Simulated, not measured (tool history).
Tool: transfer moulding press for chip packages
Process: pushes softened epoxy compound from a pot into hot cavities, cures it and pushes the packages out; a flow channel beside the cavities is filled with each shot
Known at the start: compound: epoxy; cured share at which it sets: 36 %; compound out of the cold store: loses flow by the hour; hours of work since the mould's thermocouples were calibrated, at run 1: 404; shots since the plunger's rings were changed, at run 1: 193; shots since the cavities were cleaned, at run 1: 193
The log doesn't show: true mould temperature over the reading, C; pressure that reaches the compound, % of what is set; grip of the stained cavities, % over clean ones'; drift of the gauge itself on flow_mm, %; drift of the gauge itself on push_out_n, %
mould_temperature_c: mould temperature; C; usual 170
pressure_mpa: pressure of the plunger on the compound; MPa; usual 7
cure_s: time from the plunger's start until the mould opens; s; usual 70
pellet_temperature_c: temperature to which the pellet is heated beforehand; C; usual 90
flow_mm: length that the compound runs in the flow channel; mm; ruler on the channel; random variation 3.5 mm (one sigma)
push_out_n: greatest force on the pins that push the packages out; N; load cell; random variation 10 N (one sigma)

run     day  mould_temperature_c  pressure_mpa  cure_s  pellet_temperature_c  hours of work since the mould's thermocouples were calibrated  shots since the plunger's rings were changed  shots since the cavities were cleaned  incoming compound's hours out of the cold store  flow_mm  push_out_n
  1       0                  170             7      70                    90                                                            404                                           193                                    193                                             44.4      592         642
      2.867  -- cavities cleaned with cleaning compound and waxed
  2     3.1                  170          7.64      70                    90                                                            433                                           927                                     56                                             24.5      676         943
  3   4.821                  170          7.64      70                    90                                                            450                                          1343                                    472                                             30.9      651         936
  4   6.312                  170          7.64      70                    90                                                            464                                          1704                                    833                                               41      620         900
      6.608  -- cavities cleaned with cleaning compound and waxed
  5   9.521                  170          7.64      70                    90                                                            495                                          2464                                    704                                             45.8      604         781
     10.358  -- cavities cleaned with cleaning compound and waxed
  6  11.538                  170             7      70                    90                                                            514                                          2937                                    285                                             45.7      577         660
     14.017  -- cavities cleaned with cleaning compound and waxed
  7  14.729                  170          7.23      70                    90                                                            544                                          3693                                    171                                             43.2      584         629
     17.712  -- cavities cleaned with cleaning compound and waxed
  8  18.054                  174             7      70                    90                                                            576                                          4482                                     83                                             17.1      643         486
     18.604  -- plunger's sealing rings changed
     18.967  -- cavities cleaned with cleaning compound and waxed, once more
  9  21.646                  170             7      70                    90                                                            609                                           720                                    648                                             40.3      603         826
       22.8  -- cavities cleaned with cleaning compound and waxed
 10  24.054                  170             7      70                    90                                                            632                                          1288                                    304                                             19.1      662         758
 11  26.183                  170             7      70                    90                                                            652                                          1802                                    818                                             28.5      632         870
     26.579  -- cavities cleaned with cleaning compound and waxed
 12  28.854                  170             7      70                    90                                                            678                                          2433                                    550                                             47.8      572         777
     30.392  -- cavities cleaned with cleaning compound and waxed
 13  31.662                  170             7      70                    90                                                            704                                          3097                                    307                                             46.7      569         715

The next listed run, before its measurement:
     34.029  -- cavities cleaned with cleaning compound and waxed
 14  34.112                  170             7      70                    90                                                            727                                          3673                                     20                                             22.4        ?           ?

{"run 14": {"flow_mm": 632, "push_out_n": 555}}
Without the tool's hidden state the same run would have given flow_mm 653 mm, push_out_n 479 N.
